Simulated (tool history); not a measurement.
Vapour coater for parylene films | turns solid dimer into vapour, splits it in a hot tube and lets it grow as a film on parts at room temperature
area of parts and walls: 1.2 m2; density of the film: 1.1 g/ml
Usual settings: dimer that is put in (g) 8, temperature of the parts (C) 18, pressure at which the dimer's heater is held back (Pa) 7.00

run   hour  dimer that is put in (g)  temperature of the parts (C)  pressure at which the dimer's heater is held back (Pa)  thickness of the film (nm)
  1    0.0                         8                            18                                                    7.00                        4520
  2   15.0                         8                            18                                                    7.00                        4500
  3   34.2                        14                            18                                                    7.00                        7890
  4   46.1                        14                            18                                                    7.00                        7700
  5   56.9                         6                            18                                                    7.00                        3330
  6   66.7                         6                            18                                                    7.00                        3350
  7   80.9                         8                            18                                                   11.83                        4170
  8   98.1                         8                            18                                                    7.00                        4370
  9  112.0                         8                            18                                                    7.36                        4330
 10  127.9                         8                            18                                                    3.99                        4580
 11  137.2                         8                            18                                                    3.99                        4550
 12  152.9                         8                            18                                                    3.99                        4600
 13  168.3                         8                            18                                                    3.99                        4570
 14  184.9                         7                            10                                                    3.37                        4790
 15  202.5                         7                            10                                                    3.37                        4770
 16  215.1                         8                            10                                                    3.72                        5530
 17  225.9                        11                            18                                                    7.00                        5790
 18  236.3                        11                            18                                                    7.00                        5850
 19  251.7                         4                            24                                                    5.68                        1860
 20  260.6                         8                            18                                                    7.55                        4190
 21  273.6                         8                            18                                                    2.28                        4590
 22  284.8                         8                            20                                                    8.24                        3920
 23  301.2                         8                            20                                                    8.24                        3960
 24  320.5                        11                            26                                                    7.00                        4680

5 ways to go on from here, each from the tool as it stands after run 24. What would each give?
  A  335.3                        12                            18                                                    7.00                           ?
  B  335.3                         4                            24                                                    7.00                           ?
  C  335.3                        11                            18                                                    9.71                           ?
  D  335.3                         9                            19                                                    4.05                           ?
  E  335.3                        13                            16                                                   11.37                           ?

run  thickness of the film (nm)
  A                        6180
  B                        1760
  C                        5510
  D                        4720
  E                        6710
Without the tool's hidden state the same runs would have given:
run  thickness of the film (nm)
  A                        7050
  B                        2000
  C                        6280
  D                        5380
  E                        7650

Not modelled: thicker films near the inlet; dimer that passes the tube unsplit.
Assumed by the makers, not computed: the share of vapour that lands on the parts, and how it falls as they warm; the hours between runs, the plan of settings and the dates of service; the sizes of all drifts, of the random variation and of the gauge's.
